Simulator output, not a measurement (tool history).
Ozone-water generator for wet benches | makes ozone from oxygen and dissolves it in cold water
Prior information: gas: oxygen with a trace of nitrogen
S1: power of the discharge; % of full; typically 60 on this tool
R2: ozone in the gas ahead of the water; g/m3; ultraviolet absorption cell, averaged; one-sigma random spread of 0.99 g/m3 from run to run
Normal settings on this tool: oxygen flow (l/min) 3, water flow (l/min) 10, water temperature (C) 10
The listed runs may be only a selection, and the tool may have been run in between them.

run 1 day=0 | S1=60 oxygen_flow_(l/min)=3 water_flow_(l/min)=10 water_temperature_(C)=10 | dissolved_ozone_(ppm)=23.1 R2=172
run 2 day=2.421 | S1=60 oxygen_flow_(l/min)=3 water_flow_(l/min)=10 water_temperature_(C)=10 | dissolved_ozone_(ppm)=23 R2=173.4
run 3 day=6.225 | S1=60 oxygen_flow_(l/min)=3 water_flow_(l/min)=10 water_temperature_(C)=10 | dissolved_ozone_(ppm)=23.3 R2=170.6
run 4 day=8.058 | S1=60 oxygen_flow_(l/min)=3 water_flow_(l/min)=10 water_temperature_(C)=10 | dissolved_ozone_(ppm)=23.4 R2=170.2
run 5 day=9.925 | S1=60 oxygen_flow_(l/min)=3 water_flow_(l/min)=10 water_temperature_(C)=14 | dissolved_ozone_(ppm)=21.8 R2=171.1
run 6 day=12.158 | S1=60 oxygen_flow_(l/min)=3 water_flow_(l/min)=10 water_temperature_(C)=14 | dissolved_ozone_(ppm)=22 R2=171.7
run 7 day=14.479 | S1=60 oxygen_flow_(l/min)=3 water_flow_(l/min)=10 water_temperature_(C)=14 | dissolved_ozone_(ppm)=22 R2=170.5
run 8 day=17.075 | S1=60 oxygen_flow_(l/min)=3 water_flow_(l/min)=10 water_temperature_(C)=14 | dissolved_ozone_(ppm)=22 R2=172.2
run 9 day=19.946 | S1=60 oxygen_flow_(l/min)=3 water_flow_(l/min)=10 water_temperature_(C)=14 | dissolved_ozone_(ppm)=22.2 R2=171.1
run 10 day=21.942 | S1=93 oxygen_flow_(l/min)=3.12 water_flow_(l/min)=10 water_temperature_(C)=10 | dissolved_ozone_(ppm)=29.8 R2=216.2
run 11 day=23.912 | S1=75 oxygen_flow_(l/min)=3 water_flow_(l/min)=6 water_temperature_(C)=10 | dissolved_ozone_(ppm)=39.8 R2=194.4
run 12 day=25.967 | S1=41 oxygen_flow_(l/min)=1.99 water_flow_(l/min)=10 water_temperature_(C)=7 | dissolved_ozone_(ppm)=18.9 R2=176
run 13 day=27.592 | S1=54 oxygen_flow_(l/min)=2.38 water_flow_(l/min)=10 water_temperature_(C)=18 | dissolved_ozone_(ppm)=19.5 R2=184.2
run 14 day=31.142 | S1=65 oxygen_flow_(l/min)=3 water_flow_(l/min)=13 water_temperature_(C)=10 | dissolved_ozone_(ppm)=18.7 R2=178.9
run 15 day=33.883 | S1=73 oxygen_flow_(l/min)=3.9 water_flow_(l/min)=7 water_temperature_(C)=7 | dissolved_ozone_(ppm)=36 R2=168.7
run 16 day=37.483 | S1=71 oxygen_flow_(l/min)=2.54 water_flow_(l/min)=10 water_temperature_(C)=8 | dissolved_ozone_(ppm)=26.1 R2=208.4
run 17 day=40.471 | S1=60 oxygen_flow_(l/min)=3 water_flow_(l/min)=10 water_temperature_(C)=11 | dissolved_ozone_(ppm)=22.9 R2=169.4
run 18 day=42.304 | S1=80 oxygen_flow_(l/min)=3 water_flow_(l/min)=13 water_temperature_(C)=15 | dissolved_ozone_(ppm)=20.1 R2=202.1

What if the next run were any one of these 5? Each begins from the tool's condition after run 18:
run A day=45.504 | S1=90 oxygen_flow_(l/min)=2.46 water_flow_(l/min)=13 water_temperature_(C)=11 | dissolved_ozone_(ppm)=? R2=?
run B day=45.504 | S1=65 oxygen_flow_(l/min)=3.04 water_flow_(l/min)=15 water_temperature_(C)=15 | dissolved_ozone_(ppm)=? R2=?
run C day=45.504 | S1=84 oxygen_flow_(l/min)=3 water_flow_(l/min)=13 water_temperature_(C)=15 | dissolved_ozone_(ppm)=? R2=?
run D day=45.504 | S1=56 oxygen_flow_(l/min)=4.35 water_flow_(l/min)=10 water_temperature_(C)=10 | dissolved_ozone_(ppm)=? R2=?
run E day=45.504 | S1=80 oxygen_flow_(l/min)=3.42 water_flow_(l/min)=8 water_temperature_(C)=16 | dissolved_ozone_(ppm)=? R2=?

run=A dissolved_ozone_(ppm)=22.3 R2=242.1
run=B dissolved_ozone_(ppm)=15.4 R2=178.9
run=C dissolved_ozone_(ppm)=20.7 R2=210.1
run=D dissolved_ozone_(ppm)=21.9 R2=135.2
run=E dissolved_ozone_(ppm)=29.7 R2=189.2
Take away the tool's hidden state, keep each run's random variation, and the runs would have read:
run=A dissolved_ozone_(ppm)=22.3 R2=242.2
run=B dissolved_ozone_(ppm)=15.4 R2=179
run=C dissolved_ozone_(ppm)=20.8 R2=210.2
run=D dissolved_ozone_(ppm)=21.9 R2=135.2
run=E dissolved_ozone_(ppm)=29.7 R2=189.2
